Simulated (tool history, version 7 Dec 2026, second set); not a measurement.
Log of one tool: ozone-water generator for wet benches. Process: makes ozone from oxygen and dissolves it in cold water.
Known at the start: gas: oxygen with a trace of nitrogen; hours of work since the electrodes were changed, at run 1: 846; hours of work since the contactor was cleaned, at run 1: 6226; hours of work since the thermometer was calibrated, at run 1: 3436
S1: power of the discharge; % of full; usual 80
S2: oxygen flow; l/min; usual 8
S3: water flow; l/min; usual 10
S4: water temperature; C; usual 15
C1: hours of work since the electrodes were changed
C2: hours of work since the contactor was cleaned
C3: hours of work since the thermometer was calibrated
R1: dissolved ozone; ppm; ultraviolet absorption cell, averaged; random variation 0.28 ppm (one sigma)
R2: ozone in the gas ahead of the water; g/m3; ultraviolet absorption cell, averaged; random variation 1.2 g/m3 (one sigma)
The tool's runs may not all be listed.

run,hour,S1,S2,S3,S4,C1,C2,C3,R1,R2
1,0,80,8,10,15,846,6226,3436,43.3,224.2
2,70.7,80,8,10,15,899,6279,3489,42.8,227.8
3,135.1,80,8,10,15,947,6327,3537,43.2,225.6
4,234.3,80,8,10,15,1021,6401,3611,43.6,226.1
5,300.1,80,8,10,15,1070,6450,3660,42.9,227.9
6,390.1,80,8,10,15,1137,6517,3728,43.1,227.3
7,431.9,80,8,10,15,1169,6548,3759,43.8,224.5
8,518.8,80,8,10,15,1234,6613,3824,43.1,225.5
9,595.8,80,4.35,10,15,1291,6671,3881,48.4,317
10,640.6,80,4.35,10,15,1324,6704,3915,48.1,319
11,707.4,80,8,10,9,1374,6754,3965,49.3,222.1
12,752.7,80,8,10,15,1408,6788,3998,43.6,224.9
13,826.9,80,4.14,10,15,1464,6843,4054,49.3,323.6
14,874.7,80,4.14,10,15,1499,6879,4090,48.8,326.9
15,973.3,80,4.14,10,15,1573,6953,4163,48.9,325.2
16,1059.9,79,4.14,10,15,1638,7017,4228,48.1,320.3
17,1150.7,80,5.09,10,10,1705,7085,4296,52.2,286.3
18,1240.2,80,8.78,7,15,1772,7152,4362,49.2,210.7
19,1300.6,61,8,10,7,1817,7197,4408,43.2,187.4
20,1373.8,87,8,14,15,1872,7252,4462,37.1,233.5
21,1441.3,87,8,7,14,1922,7302,4513,55.4,232.8
22,1508.8,87,5.09,13,14,1973,7353,4563,42.6,299.8
# hour 1592.2: gauge calibrated
23,1594.4,82,9.93,6,8,2037,7417,4627,61.1,205.3
24,1646.8,44,7.08,15,15,2076,7456,4666,23.8,167.2
25,1706.7,49,8,7,15,2121,7500,4711,37.5,165.1
26,1751.3,49,8,7,15,2154,7534,4744,37.7,166.3
27,1803.7,56,9.95,7,15,2193,7573,4783,37.6,159.8
28,1868.7,97,9.95,12,15,2242,7621,4832,42.1,227.5
29,1965.5,95,12.98,6,7,2314,7694,4904,62.4,193.1
30,2036.2,80,7.07,7,13,2367,7746,4957,55.3,242.4
31,2087.8,62,10.08,7,9,2405,7785,4995,46.9,169.4
32,2186.4,75,8,10,15,2479,7859,5069,41.3,214.7

3 ways to go on from here, each from the tool as it stands after run 32. What would each give?
A,2273,80,7.07,15,15,2544,7923,5134,?,?
B,2273,80,9.2,10,8,2544,7923,5134,?,?
C,2273,80,9.15,10,23,2544,7923,5134,?,?

run,R1,R2
A,34.5,238.7
B,49.6,207
C,34.4,205.2
Without the tool's hidden state the same runs would have given:
run,R1,R2
A,34.6,242
B,49.7,209.8
C,34.5,208

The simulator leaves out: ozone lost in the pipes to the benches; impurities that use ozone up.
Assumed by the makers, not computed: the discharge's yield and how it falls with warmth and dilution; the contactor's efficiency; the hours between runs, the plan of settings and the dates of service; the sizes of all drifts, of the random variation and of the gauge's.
